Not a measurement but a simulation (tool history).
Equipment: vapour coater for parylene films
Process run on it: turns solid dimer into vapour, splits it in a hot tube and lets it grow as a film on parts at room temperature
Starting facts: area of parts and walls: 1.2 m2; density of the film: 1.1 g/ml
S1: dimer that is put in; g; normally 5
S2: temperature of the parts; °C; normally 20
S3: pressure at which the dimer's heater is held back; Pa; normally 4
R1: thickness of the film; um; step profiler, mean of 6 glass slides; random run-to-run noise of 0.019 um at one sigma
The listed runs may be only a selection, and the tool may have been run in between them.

run 1 hour=0 | S1=5 S2=20 S3=4 | R1=1.77
run 2 hour=18.5 | S1=5 S2=30 S3=4 | R1=1.3
run 3 hour=35.5 | S1=5 S2=20 S3=3.73 | R1=1.78
run 4 hour=53.1 | S1=5 S2=20 S3=3.73 | R1=1.82
run 5 hour=63.9 | S1=7 S2=20 S3=4 | R1=2.5
run 6 hour=87.8 | S1=5 S2=20 S3=7.26 | R1=1.67
run 7 hour=112.9 | S1=5 S2=20 S3=7.26 | R1=1.66
run 8 hour=126.5 | S1=5 S2=20 S3=7.26 | R1=1.7
run 9 hour=143.5 | S1=5 S2=20 S3=7.26 | R1=1.66
run 10 hour=159.5 | S1=5 S2=20 S3=7.26 | R1=1.68
run 11 hour=171.7 | S1=8 S2=20 S3=4 | R1=2.83
run 12 hour=182.9 | S1=8 S2=20 S3=4 | R1=2.8
run 13 hour=201.3 | S1=8 S2=20 S3=4 | R1=2.83
run 14 hour=213.6 | S1=8 S2=20 S3=4 | R1=2.79
run 15 hour=229.2 | S1=8 S2=20 S3=4 | R1=2.79
-- hour=235.6 trap's valve overhauled
run 16 hour=246.7 | S1=8 S2=20 S3=4 | R1=2.69
run 17 hour=262 | S1=5 S2=20 S3=4 | R1=1.7
run 18 hour=288.2 | S1=5 S2=20 S3=3.2 | R1=1.75
-- hour=302.6 trap's valve overhauled, once more
run 19 hour=308.6 | S1=5 S2=20 S3=3.2 | R1=1.82
run 20 hour=320.1 | S1=5 S2=20 S3=3.2 | R1=1.9
run 21 hour=344.6 | S1=5 S2=20 S3=3.2 | R1=1.87
run 22 hour=366.4 | S1=6 S2=20 S3=3.2 | R1=2.22
run 23 hour=377.3 | S1=8 S2=20 S3=3.2 | R1=2.97
run 24 hour=397.3 | S1=2 S2=20 S3=8.5 | R1=0.68
run 25 hour=409.3 | S1=2 S2=25 S3=3.09 | R1=0.61
run 26 hour=428.5 | S1=2 S2=25 S3=3.09 | R1=0.67
run 27 hour=453.8 | S1=2 S2=16 S3=7.16 | R1=0.74
run 28 hour=472.1 | S1=9 S2=12 S3=6.72 | R1=3.8
run 29 hour=497.7 | S1=9 S2=12 S3=6.72 | R1=3.83

Run 30 has not been measured yet. What should we expect?
run 30 hour=523.1 | S1=6 S2=21 S3=3.96 | R1=?

{"run 30": {"R1": 2.07}}
Minus the tool's unlogged condition, the same run would have read R1 2.14 um.

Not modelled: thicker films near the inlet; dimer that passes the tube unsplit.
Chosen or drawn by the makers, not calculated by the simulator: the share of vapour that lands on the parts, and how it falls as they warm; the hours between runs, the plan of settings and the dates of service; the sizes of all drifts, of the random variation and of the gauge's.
